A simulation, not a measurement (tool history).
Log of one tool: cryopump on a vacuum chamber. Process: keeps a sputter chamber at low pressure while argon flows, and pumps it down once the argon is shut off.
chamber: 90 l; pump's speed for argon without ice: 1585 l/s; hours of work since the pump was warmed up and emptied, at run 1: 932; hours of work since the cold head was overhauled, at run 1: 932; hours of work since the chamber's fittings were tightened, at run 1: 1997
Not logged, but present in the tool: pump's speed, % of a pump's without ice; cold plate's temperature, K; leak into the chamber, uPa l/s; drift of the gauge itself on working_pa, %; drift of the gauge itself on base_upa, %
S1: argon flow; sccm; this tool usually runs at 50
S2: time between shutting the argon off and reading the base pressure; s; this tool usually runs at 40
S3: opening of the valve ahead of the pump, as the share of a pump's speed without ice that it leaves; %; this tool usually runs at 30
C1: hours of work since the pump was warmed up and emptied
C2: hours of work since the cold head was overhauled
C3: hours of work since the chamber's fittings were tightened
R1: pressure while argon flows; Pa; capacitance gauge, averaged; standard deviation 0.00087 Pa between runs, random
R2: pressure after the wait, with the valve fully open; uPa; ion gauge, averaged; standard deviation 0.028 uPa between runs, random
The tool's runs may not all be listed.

| run | hour | S1 | S2 | S3 | C1 | C2 | C3 | R1 | R2 |
|---|---|---|---|---|---|---|---|---|---|
| 1 | 0 | 50 | 40 | 30 | 932 | 932 | 1997 | 0.1947 | 2.17 |
| 2 | 52.3 | 30 | 40 | 30 | 953 | 953 | 2018 | 0.1175 | 2.26 |
| 3 | 135.2 | 30 | 40 | 30 | 987 | 987 | 2052 | 0.1186 | 2.36 |
| 4 | 185 | 30 | 40 | 30 | 1007 | 1007 | 2072 | 0.1187 | 2.27 |
| 5 | 262.5 | 50 | 198 | 30 | 1039 | 1039 | 2103 | 0.1977 | 1.35 |
| 6 | 319.8 | 50 | 198 | 30 | 1062 | 1062 | 2126 | 0.1999 | 1.35 |
| 7 | 393.8 | 50 | 198 | 30 | 1092 | 1092 | 2156 | 0.1994 | 1.41 |
| 8 | 467.6 | 50 | 198 | 30 | 1122 | 1122 | 2186 | 0.2009 | 1.41 |
| 9 | 520.1 | 50 | 40 | 30 | 1143 | 1143 | 2207 | 0.2015 | 2.37 |
|  | 572.2 | pump warmed up, emptied and cooled again |
| 10 | 580.5 | 50 | 40 | 30 | 3 | 1165 | 2230 | 0.178 | 2 |
| 11 | 619 | 50 | 40 | 30 | 19 | 1181 | 2245 | 0.179 | 1.96 |
| 12 | 690 | 50 | 40 | 30 | 48 | 1210 | 2274 | 0.1793 | 1.96 |
| 13 | 731.3 | 50 | 40 | 30 | 64 | 1226 | 2291 | 0.1781 | 2 |
| 14 | 793.5 | 50 | 40 | 30 | 90 | 1252 | 2316 | 0.1796 | 2.05 |
| 15 | 873.2 | 50 | 40 | 30 | 122 | 1284 | 2348 | 0.1796 | 2.04 |
| 16 | 938.8 | 28 | 39 | 24 | 149 | 1310 | 2375 | 0.1257 | 2.07 |
| 17 | 1018.9 | 26 | 67 | 30 | 181 | 1343 | 2407 | 0.0936 | 1.68 |
| 18 | 1096.5 | 26 | 23 | 30 | 212 | 1374 | 2439 | 0.0953 | 2.93 |
| 19 | 1157.7 | 35 | 32 | 42 | 237 | 1399 | 2464 | 0.0931 | 2.39 |
| 20 | 1199.8 | 35 | 32 | 42 | 254 | 1416 | 2481 | 0.0908 | 2.51 |
| 21 | 1238.8 | 35 | 32 | 42 | 270 | 1432 | 2497 | 0.0921 | 2.42 |
| 22 | 1311.2 | 35 | 32 | 42 | 299 | 1461 | 2526 | 0.0924 | 2.34 |
| 23 | 1389.5 | 50 | 40 | 22 | 331 | 1493 | 2558 | 0.2474 | 2.19 |
| 24 | 1474.5 | 50 | 40 | 22 | 366 | 1527 | 2592 | 0.2527 | 2.25 |
| 25 | 1516.7 | 50 | 40 | 22 | 383 | 1545 | 2609 | 0.2478 | 2.24 |
| 26 | 1592.6 | 23 | 41 | 35 | 413 | 1575 | 2640 | 0.0738 | 2.2 |
| 27 | 1661.5 | 23 | 41 | 35 | 441 | 1603 | 2668 | 0.0725 | 2.26 |
| 28 | 1708.7 | 31 | 40 | 30 | 460 | 1622 | 2687 | 0.1149 | 2.28 |
| 29 | 1771.8 | 42 | 40 | 26 | 486 | 1648 | 2712 | 0.1814 | 2.3 |

Across each entry between runs, compare the hidden state at the last listed run before it with the hidden state at the first listed run after it:
Between runs 9 and 10: pump warmed up, emptied and cooled again (hour 572.2)
  pump's speed, % of a pump's without ice: 70.5 -> 99.6; cold plate's temperature, K: 12.67 -> 12.68; leak into the chamber, uPa l/s: 1347 -> 1355
  measured value less the no-hidden-state value, R1: +0.0234 -> +0.001 Pa; R2: +1.02 -> +0.68 uPa
